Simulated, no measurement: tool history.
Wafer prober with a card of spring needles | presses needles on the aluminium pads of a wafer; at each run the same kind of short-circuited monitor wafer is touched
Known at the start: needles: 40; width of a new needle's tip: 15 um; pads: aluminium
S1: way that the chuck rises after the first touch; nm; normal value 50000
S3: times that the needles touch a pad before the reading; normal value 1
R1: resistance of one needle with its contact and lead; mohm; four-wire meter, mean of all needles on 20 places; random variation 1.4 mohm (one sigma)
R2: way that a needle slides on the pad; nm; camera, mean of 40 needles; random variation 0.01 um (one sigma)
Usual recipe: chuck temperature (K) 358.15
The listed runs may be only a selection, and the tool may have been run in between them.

{"run": 1, "hour": 0.0, "S1": 50000, "chuck temperature (K)": 358.15, "S3": 1, "R1": 179, "R2": 9000}
{"hour": 15.0, "done": "tips cleaned on abrasive film"}
{"run": 2, "hour": 16.9, "S1": 50000, "chuck temperature (K)": 358.15, "S3": 1, "R1": 208, "R2": 8910}
{"hour": 37.4, "done": "tips cleaned on abrasive film"}
{"run": 3, "hour": 47.7, "S1": 50000, "chuck temperature (K)": 358.15, "S3": 1, "R1": 191, "R2": 8910}
{"hour": 60.0, "done": "tips cleaned on abrasive film"}
{"run": 4, "hour": 61.6, "S1": 50000, "chuck temperature (K)": 358.15, "S3": 1, "R1": 142, "R2": 8900}
{"hour": 82.0, "done": "tips cleaned on abrasive film"}
{"hour": 82.3, "done": "height of the first contact set anew"}
{"run": 5, "hour": 92.3, "S1": 50000, "chuck temperature (K)": 358.15, "S3": 1, "R1": 188, "R2": 9110}
{"hour": 105.7, "done": "tips cleaned on abrasive film"}
{"run": 6, "hour": 108.8, "S1": 50000, "chuck temperature (K)": 358.15, "S3": 1, "R1": 154, "R2": 9080}
{"hour": 115.6, "done": "tips cleaned on abrasive film, once more"}
{"run": 7, "hour": 134.0, "S1": 50000, "chuck temperature (K)": 358.15, "S3": 2, "R1": 166, "R2": 9090}
{"hour": 137.4, "done": "tips cleaned on abrasive film"}
{"run": 8, "hour": 153.1, "S1": 50000, "chuck temperature (K)": 358.15, "S3": 2, "R1": 160, "R2": 9080}
{"hour": 160.1, "done": "tips cleaned on abrasive film"}
{"run": 9, "hour": 178.5, "S1": 50000, "chuck temperature (K)": 304.15, "S3": 2, "R1": 162, "R2": 9060}
{"hour": 182.3, "done": "tips cleaned on abrasive film"}
{"run": 10, "hour": 194.9, "S1": 50000, "chuck temperature (K)": 304.15, "S3": 2, "R1": 153, "R2": 9070}
{"hour": 205.6, "done": "tips cleaned on abrasive film"}
{"run": 11, "hour": 224.1, "S1": 50000, "chuck temperature (K)": 358.15, "S3": 1, "R1": 198, "R2": 9040}
{"hour": 228.7, "done": "tips cleaned on abrasive film"}
{"run": 12, "hour": 243.7, "S1": 50000, "chuck temperature (K)": 358.15, "S3": 1, "R1": 195, "R2": 9060}
{"hour": 252.5, "done": "tips cleaned on abrasive film"}
{"run": 13, "hour": 266.3, "S1": 50000, "chuck temperature (K)": 358.15, "S3": 1, "R1": 192, "R2": 9030}
{"hour": 276.0, "done": "tips cleaned on abrasive film"}
{"run": 14, "hour": 295.2, "S1": 44000, "chuck temperature (K)": 358.15, "S3": 1, "R1": 217, "R2": 7960}
{"hour": 299.2, "done": "tips cleaned on abrasive film"}
{"run": 15, "hour": 311.7, "S1": 44000, "chuck temperature (K)": 358.15, "S3": 1, "R1": 216, "R2": 7920}
{"hour": 323.2, "done": "tips cleaned on abrasive film"}
{"run": 16, "hour": 325.3, "S1": 50000, "chuck temperature (K)": 358.15, "S3": 1, "R1": 148, "R2": 9010}
{"hour": 345.6, "done": "tips cleaned on abrasive film"}
{"run": 17, "hour": 355.2, "S1": 58000, "chuck temperature (K)": 314.15, "S3": 2, "R1": 144, "R2": 10440}
{"hour": 368.4, "done": "tips cleaned on abrasive film"}
{"run": 18, "hour": 375.2, "S1": 43000, "chuck temperature (K)": 316.15, "S3": 1, "R1": 197, "R2": 7690}
{"run": 19, "hour": 390.1, "S1": 50000, "chuck temperature (K)": 364.15, "S3": 1, "R1": 200, "R2": 8970}
{"hour": 391.5, "done": "tips cleaned on abrasive film"}
{"hour": 414.6, "done": "tips cleaned on abrasive film"}
{"run": 20, "hour": 416.0, "S1": 50000, "chuck temperature (K)": 364.15, "S3": 1, "R1": 139, "R2": 8940}
{"hour": 437.0, "done": "tips cleaned on abrasive film"}
{"run": 21, "hour": 446.0, "S1": 50000, "chuck temperature (K)": 311.15, "S3": 3, "R1": 138, "R2": 8940}
{"hour": 458.8, "done": "tips cleaned on abrasive film"}
{"run": 22, "hour": 465.8, "S1": 50000, "chuck temperature (K)": 311.15, "S3": 3, "R1": 131, "R2": 8920}
{"hour": 470.9, "done": "height of the first contact set anew"}
{"hour": 482.0, "done": "tips cleaned on abrasive film"}
{"run": 23, "hour": 491.9, "S1": 50000, "chuck temperature (K)": 311.15, "S3": 3, "R1": 138, "R2": 9090}
{"hour": 505.6, "done": "tips cleaned on abrasive film"}
{"run": 24, "hour": 506.5, "S1": 50000, "chuck temperature (K)": 311.15, "S3": 3, "R1": 117, "R2": 9100}
{"run": 25, "hour": 524.8, "S1": 38000, "chuck temperature (K)": 358.15, "S3": 1, "R1": 251, "R2": 6900}
{"hour": 528.4, "done": "tips cleaned on abrasive film"}
{"hour": 551.0, "done": "tips cleaned on abrasive film"}
{"run": 26, "hour": 553.7, "S1": 57000, "chuck temperature (K)": 322.15, "S3": 2, "R1": 130, "R2": 10340}
{"hour": 574.5, "done": "tips cleaned on abrasive film"}
{"run": 27, "hour": 579.3, "S1": 54000, "chuck temperature (K)": 331.15, "S3": 2, "R1": 138, "R2": 9770}
{"run": 28, "hour": 591.8, "S1": 54000, "chuck temperature (K)": 331.15, "S3": 2, "R1": 160, "R2": 9790}
{"hour": 596.9, "done": "tips cleaned on abrasive film"}
{"run": 29, "hour": 607.0, "S1": 53000, "chuck temperature (K)": 337.15, "S3": 1, "R1": 182, "R2": 9610}
{"hour": 620.9, "done": "tips cleaned on abrasive film"}
{"run": 30, "hour": 637.5, "S1": 52000, "chuck temperature (K)": 337.15, "S3": 1, "R1": 193, "R2": 9400}
{"hour": 643.2, "done": "tips cleaned on abrasive film"}
{"run": 31, "hour": 663.2, "S1": 32000, "chuck temperature (K)": 335.15, "S3": 2, "R1": 236, "R2": 5760}
{"hour": 665.1, "done": "tips cleaned on abrasive film"}
{"hour": 688.1, "done": "tips cleaned on abrasive film"}
{"run": 32, "hour": 692.7, "S1": 58000, "chuck temperature (K)": 335.15, "S3": 2, "R1": 134, "R2": 10460}

Each run again, without the hidden state but with its own random variation kept:
What the log doesn't record here: debris on the tips, nm; way that the needles fall short of the set height, um; tips' diameter, um; drift of the gauge itself on contact_mohm, %; drift of the gauge itself on scrub_um, %.
run=1 R1=115 R2=9120
run=2 R1=116 R2=9100
run=3 R1=116 R2=9110
run=4 R1=115 R2=9110
run=5 R1=114 R2=9110
run=6 R1=115 R2=9090
run=7 R1=116 R2=9110
run=8 R1=113 R2=9110
run=9 R1=108 R2=9100
run=10 R1=104 R2=9120
run=11 R1=115 R2=9100
run=12 R1=116 R2=9130
run=13 R1=114 R2=9110
run=14 R1=114 R2=8050
run=15 R1=118 R2=8020
run=16 R1=115 R2=9120
run=17 R1=108 R2=10560
run=18 R1=110 R2=7830
run=19 R1=115 R2=9100
run=20 R1=113 R2=9100
run=21 R1=109 R2=9120
run=22 R1=107 R2=9100
run=23 R1=108 R2=9090
run=24 R1=110 R2=9120
run=25 R1=118 R2=6920
run=26 R1=110 R2=10380
run=27 R1=109 R2=9820
run=28 R1=113 R2=9830
run=29 R1=111 R2=9660
run=30 R1=113 R2=9470
run=31 R1=119 R2=5840
run=32 R1=108 R2=10560

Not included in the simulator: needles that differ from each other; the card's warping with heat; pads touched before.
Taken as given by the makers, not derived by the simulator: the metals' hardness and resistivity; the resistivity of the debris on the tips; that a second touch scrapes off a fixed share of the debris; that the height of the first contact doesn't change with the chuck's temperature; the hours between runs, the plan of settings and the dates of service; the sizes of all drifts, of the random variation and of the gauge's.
